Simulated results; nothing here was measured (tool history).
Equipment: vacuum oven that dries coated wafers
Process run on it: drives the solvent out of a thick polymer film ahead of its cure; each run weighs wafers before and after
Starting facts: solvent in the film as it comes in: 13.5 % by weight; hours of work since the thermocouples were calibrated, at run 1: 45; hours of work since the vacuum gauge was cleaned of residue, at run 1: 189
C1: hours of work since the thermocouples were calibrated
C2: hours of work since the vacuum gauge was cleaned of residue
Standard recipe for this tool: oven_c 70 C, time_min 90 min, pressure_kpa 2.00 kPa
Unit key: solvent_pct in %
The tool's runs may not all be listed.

run 1 hour=0.0 | oven_c=70 time_min=90 pressure_kpa=2.00 | C1=45 C2=189 | solvent_pct=2.81
run 2 hour=10.0 | oven_c=62 time_min=90 pressure_kpa=2.00 | C1=53 C2=197 | solvent_pct=4.61
run 3 hour=20.4 | oven_c=62 time_min=90 pressure_kpa=2.00 | C1=61 C2=205 | solvent_pct=4.62
run 4 hour=34.2 | oven_c=60 time_min=90 pressure_kpa=2.00 | C1=72 C2=216 | solvent_pct=5.19
run 5 hour=47.5 | oven_c=60 time_min=90 pressure_kpa=2.00 | C1=82 C2=227 | solvent_pct=5.16
run 6 hour=56.9 | oven_c=67 time_min=90 pressure_kpa=2.00 | C1=89 C2=234 | solvent_pct=3.37
run 7 hour=72.1 | oven_c=67 time_min=90 pressure_kpa=2.00 | C1=101 C2=246 | solvent_pct=3.40
run 8 hour=80.5 | oven_c=71 time_min=90 pressure_kpa=2.00 | C1=108 C2=253 | solvent_pct=2.58
run 9 hour=88.6 | oven_c=70 time_min=90 pressure_kpa=2.00 | C1=114 C2=259 | solvent_pct=2.80
run 10 hour=102.5 | oven_c=70 time_min=90 pressure_kpa=2.00 | C1=125 C2=270 | solvent_pct=2.78
run 11 hour=114.6 | oven_c=70 time_min=90 pressure_kpa=2.00 | C1=135 C2=280 | solvent_pct=2.77
run 12 hour=127.8 | oven_c=70 time_min=90 pressure_kpa=2.00 | C1=145 C2=290 | solvent_pct=2.77
run 13 hour=142.4 | oven_c=70 time_min=90 pressure_kpa=3.71 | C1=157 C2=302 | solvent_pct=4.14
run 14 hour=154.2 | oven_c=70 time_min=86 pressure_kpa=2.00 | C1=166 C2=311 | solvent_pct=2.86
run 15 hour=164.1 | oven_c=70 time_min=90 pressure_kpa=2.00 | C1=174 C2=319 | solvent_pct=2.72
run 16 hour=170.5 | oven_c=70 time_min=90 pressure_kpa=2.00 | C1=179 C2=324 | solvent_pct=2.74
run 17 hour=182.3 | oven_c=70 time_min=90 pressure_kpa=2.00 | C1=188 C2=333 | solvent_pct=2.75
run 18 hour=194.0 | oven_c=70 time_min=90 pressure_kpa=2.00 | C1=198 C2=342 | solvent_pct=2.74
run 19 hour=201.3 | oven_c=70 time_min=90 pressure_kpa=2.79 | C1=203 C2=348 | solvent_pct=3.40
run 20 hour=208.7 | oven_c=70 time_min=102 pressure_kpa=2.00 | C1=209 C2=354 | solvent_pct=2.49
run 21 hour=223.2 | oven_c=70 time_min=102 pressure_kpa=2.00 | C1=221 C2=365 | solvent_pct=2.48
run 22 hour=230.8 | oven_c=70 time_min=102 pressure_kpa=2.00 | C1=227 C2=371 | solvent_pct=2.49
run 23 hour=237.4 | oven_c=64 time_min=79 pressure_kpa=2.00 | C1=232 C2=376 | solvent_pct=4.47
run 24 hour=249.7 | oven_c=67 time_min=79 pressure_kpa=2.00 | C1=241 C2=386 | solvent_pct=3.71
run 25 hour=256.4 | oven_c=58 time_min=103 pressure_kpa=1.88 | C1=247 C2=391 | solvent_pct=5.08
run 26 hour=264.7 | oven_c=63 time_min=70 pressure_kpa=2.45 | C1=253 C2=398 | solvent_pct=5.46
run 27 hour=275.6 | oven_c=75 time_min=74 pressure_kpa=2.45 | C1=262 C2=407 | solvent_pct=2.57
run 28 hour=284.1 | oven_c=70 time_min=90 pressure_kpa=4.47 | C1=269 C2=413 | solvent_pct=4.68
run 29 hour=298.4 | oven_c=65 time_min=52 pressure_kpa=1.05 | C1=280 C2=425 | solvent_pct=4.82
run 30 hour=312.2 | oven_c=58 time_min=145 pressure_kpa=1.94 | C1=291 C2=435 | solvent_pct=4.20
run 31 hour=320.4 | oven_c=65 time_min=145 pressure_kpa=1.94 | C1=297 C2=442 | solvent_pct=2.68
run 32 hour=326.8 | oven_c=60 time_min=48 pressure_kpa=2.00 | C1=302 C2=447 | solvent_pct=7.02
run 33 hour=342.3 | oven_c=70 time_min=90 pressure_kpa=7.93 | C1=314 C2=459 | solvent_pct=7.40
run 34 hour=352.6 | oven_c=76 time_min=134 pressure_kpa=3.35 | C1=323 C2=467 | solvent_pct=2.35
run 35 hour=361.1 | oven_c=70 time_min=79 pressure_kpa=6.03 | C1=329 C2=474 | solvent_pct=6.07
run 36 hour=367.8 | oven_c=70 time_min=75 pressure_kpa=1.35 | C1=334 C2=479 | solvent_pct=2.66
run 37 hour=378.0 | oven_c=70 time_min=56 pressure_kpa=1.89 | C1=343 C2=487 | solvent_pct=3.93
run 38 hour=385.6 | oven_c=70 time_min=56 pressure_kpa=1.89 | C1=349 C2=493 | solvent_pct=3.95
run 39 hour=391.9 | oven_c=70 time_min=56 pressure_kpa=1.89 | C1=354 C2=498 | solvent_pct=3.96
run 40 hour=402.8 | oven_c=69 time_min=63 pressure_kpa=2.00 | C1=362 C2=507 | solvent_pct=3.86
run 41 hour=418.0 | oven_c=61 time_min=76 pressure_kpa=6.59 | C1=374 C2=519 | solvent_pct=9.62
run 42 hour=429.1 | oven_c=70 time_min=83 pressure_kpa=2.18 | C1=383 C2=528 | solvent_pct=3.02

Below, some changes in solvent_pct between adjacent runs. For each, the amount present without the hidden state too (settings, incoming material, random variation) and the amount remaining for the hidden state with gauge scatter not shared by both compared results:
Unlogged tool condition in this case: true wafer temperature over the reading, C; true pressure over the reading, kPa; drift of the gauge itself on solvent_pct, %.
Run 33 -> 34: oven_c 70 -> 76, time_min 90 -> 134, pressure_kpa 7.93 -> 3.35. solvent_pct -5.05 %: hidden state +0.17, all else -5.22.
Run 34 -> 35: oven_c 76 -> 70, time_min 134 -> 79, pressure_kpa 3.35 -> 6.03. solvent_pct +3.72 %: hidden state -0.14, all else +3.86.
Run 40 -> 41: oven_c 69 -> 61, time_min 63 -> 76, pressure_kpa 2.00 -> 6.59. solvent_pct +5.76 %: hidden state -0.11, all else +5.87.
Run 41 -> 42: oven_c 61 -> 70, time_min 76 -> 83, pressure_kpa 6.59 -> 2.18. solvent_pct -6.60 %: hidden state +0.14, all else -6.74.
